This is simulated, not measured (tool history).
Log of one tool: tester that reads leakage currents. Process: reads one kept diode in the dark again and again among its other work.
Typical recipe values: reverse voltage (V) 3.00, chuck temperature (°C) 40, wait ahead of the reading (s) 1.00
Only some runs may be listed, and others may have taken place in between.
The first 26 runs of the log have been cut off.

run,day,reverse voltage (V),chuck temperature (°C),wait ahead of the reading (s),current that the tester gives (pA)
27,24.242,1.83,40,1.00,338.85
28,24.954,1.83,27,1.00,118.21
29,26.050,10.79,42,0.94,1029.41
30,26.804,7.85,56,0.70,2435.91
31,27.958,7.85,56,4.85,2423.79
32,28.600,7.85,56,4.85,2420.36
33,29.496,7.85,56,5.56,2423.10
34,30.600,5.87,20,0.77,122.83
35,31.408,5.87,20,0.45,125.04
36,32.592,1.62,40,3.60,320.01
37,33.162,10.13,23,4.23,212.11
38,33.688,1.35,44,0.44,396.29
39,34.625,1.35,44,0.44,391.81
40,35.504,13.92,38,6.72,863.73
41,36.446,13.92,21,5.97,211.43

Branching from run 41: 3 alternative next runs. What would each branch give?
A,37.458,1.05,21,5.97,?
B,37.458,1.84,51,1.62,?
C,37.458,1.00,42,0.68,?

run,current that the tester gives (pA)
A,52.61
B,785.25
C,287.68
With the hidden condition removed and each run's random variation left untouched, the same runs would have given:
run,current that the tester gives (pA)
A,49.72
B,751.26
C,274.46
